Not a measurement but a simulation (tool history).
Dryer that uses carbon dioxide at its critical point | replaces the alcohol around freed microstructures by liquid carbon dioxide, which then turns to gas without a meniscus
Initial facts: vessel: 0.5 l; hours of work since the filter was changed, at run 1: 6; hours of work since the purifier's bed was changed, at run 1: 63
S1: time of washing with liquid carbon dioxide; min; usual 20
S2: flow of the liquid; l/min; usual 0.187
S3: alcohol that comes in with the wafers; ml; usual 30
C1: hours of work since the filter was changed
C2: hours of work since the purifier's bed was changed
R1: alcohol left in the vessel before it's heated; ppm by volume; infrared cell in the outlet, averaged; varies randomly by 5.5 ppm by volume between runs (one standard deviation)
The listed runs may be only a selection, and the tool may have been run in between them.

run,hour,S1,S2,S3,C1,C2,R1
1,0.0,20,0.187,30,6,63,177
2,8.6,20,0.187,30,10,67,186
3,21.8,20,0.187,30,17,74,196
4,31.9,20,0.187,30,23,80,191
5,47.4,20,0.187,30,31,88,196
6,59.5,20,0.187,30,37,94,210
7,77.1,20,0.187,30,47,104,206
8,86.3,20,0.187,30,52,108,204
9,99.0,20,0.187,30,58,115,216
10,117.1,20,0.187,30,68,125,221
11,137.8,20,0.187,100,79,136,640
12,148.8,20,0.187,100,85,142,659
13,158.4,20,0.187,100,90,147,666
14,177.8,20,0.187,77,100,157,542
15,188.2,20,0.187,77,105,162,555
16,199.6,22,0.166,97,111,168,783
17,218.4,20,0.190,29,121,178,250
18,230.8,20,0.190,34,128,185,272
19,239.7,31,0.262,104,133,190,83
20,253.5,31,0.262,34,140,197,81
21,268.3,31,0.262,94,148,205,85
22,288.3,31,0.262,94,158,215,87
23,309.2,23,0.257,94,169,226,100
24,323.5,23,0.156,94,177,234,991
25,339.7,14,0.187,25,186,242,1094
26,353.7,13,0.194,30,193,250,1481

Hidden state or all else? Some run-to-run changes of R1, split into what the settings, what came in and random variation would give without the hidden state, and what is left for the hidden state (with any gauge scatter that isn't in both results):
Hidden state present: flow that reaches the vessel past the clogged filter, %; alcohol in the recycled carbon dioxide, ppm; drift of the gauge itself on alcohol_ppm, %.
Run 16 -> 17: S1 22 -> 20, S2 0.166 -> 0.190, S3 97 -> 29. R1 -533 ppm by volume: hidden state -105, all else -428.
Run 23 -> 24: S2 0.257 -> 0.156. R1 +891 ppm by volume: hidden state +268, all else +623.
